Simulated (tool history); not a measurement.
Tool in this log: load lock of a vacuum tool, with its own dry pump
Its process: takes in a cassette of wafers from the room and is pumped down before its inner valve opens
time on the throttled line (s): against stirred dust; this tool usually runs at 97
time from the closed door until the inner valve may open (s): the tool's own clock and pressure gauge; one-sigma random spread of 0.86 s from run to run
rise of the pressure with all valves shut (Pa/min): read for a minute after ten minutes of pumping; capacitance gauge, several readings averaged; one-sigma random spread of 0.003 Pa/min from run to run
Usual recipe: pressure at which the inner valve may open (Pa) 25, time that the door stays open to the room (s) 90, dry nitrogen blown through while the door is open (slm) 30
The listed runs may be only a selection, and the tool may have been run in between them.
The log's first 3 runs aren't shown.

| run | day | time on the throttled line (s) | pressure at which the inner valve may open (Pa) | time that the door stays open to the room (s) | dry nitrogen blown through while the door is open (slm) | incoming humidity of the room's air, % | time from the closed door until the inner valve may open (s) | rise of the pressure with all valves shut (Pa/min) |
|---|---|---|---|---|---|---|---|---|
| 4 | 11.867 | 97 | 25 | 90 | 5 | 42.0 | 133.5 | 0.049 |
| 5 | 16.354 | 97 | 25 | 90 | 30 | 48.2 | 135.4 | 0.037 |
| 6 | 18.862 | 97 | 25 | 90 | 30 | 45.4 | 135.2 | 0.040 |
| 7 | 21.621 | 97 | 25 | 235 | 30 | 43.5 | 134.9 | 0.055 |
| 8 | 23.850 | 97 | 25 | 235 | 30 | 45.9 | 134.7 | 0.055 |
| 9 | 28.388 | 97 | 25 | 235 | 30 | 46.9 | 134.5 | 0.046 |
| 10 | 32.925 | 97 | 29 | 90 | 30 | 42.2 | 131.0 | 0.033 |
| 11 | 36.571 | 97 | 29 | 90 | 30 | 47.1 | 132.3 | 0.035 |
| 12 | 40.046 | 97 | 29 | 90 | 30 | 42.1 | 133.5 | 0.032 |
| 13 | 44.196 | 129 | 25 | 90 | 30 | 46.9 | 162.8 | 0.035 |
| 14 | 48.146 | 129 | 25 | 90 | 30 | 47.0 | 160.8 | 0.036 |
| 15 | 52.317 | 97 | 25 | 90 | 30 | 45.7 | 134.5 | 0.037 |
| 16 | 56.150 | 97 | 25 | 90 | 35 | 45.5 | 132.9 | 0.035 |
| 17 | 59.333 | 97 | 25 | 90 | 35 | 43.6 | 132.4 | 0.036 |
| 18 | 62.425 | 97 | 25 | 90 | 35 | 47.9 | 134.4 | 0.038 |
| 19 | 66.562 | 97 | 25 | 100 | 30 | 46.6 | 135.2 | 0.037 |
| 20 | 70.475 | 97 | 25 | 100 | 30 | 43.6 | 133.8 | 0.035 |

For run 21, what comes out?
| 21 | 73.425 | 97 | 25 | 100 | 30 | 50.0 | ? | ? |

{"run 21": {"time from the closed door until the inner valve may open (s)": 134.0, "rise of the pressure with all valves shut (Pa/min)": 0.037}}
Were there no unlogged condition in the tool, this run, its random variation unchanged, would have produced time from the closed door until the inner valve may open (s) 134.0, rise of the pressure with all valves shut (Pa/min) 0.036.
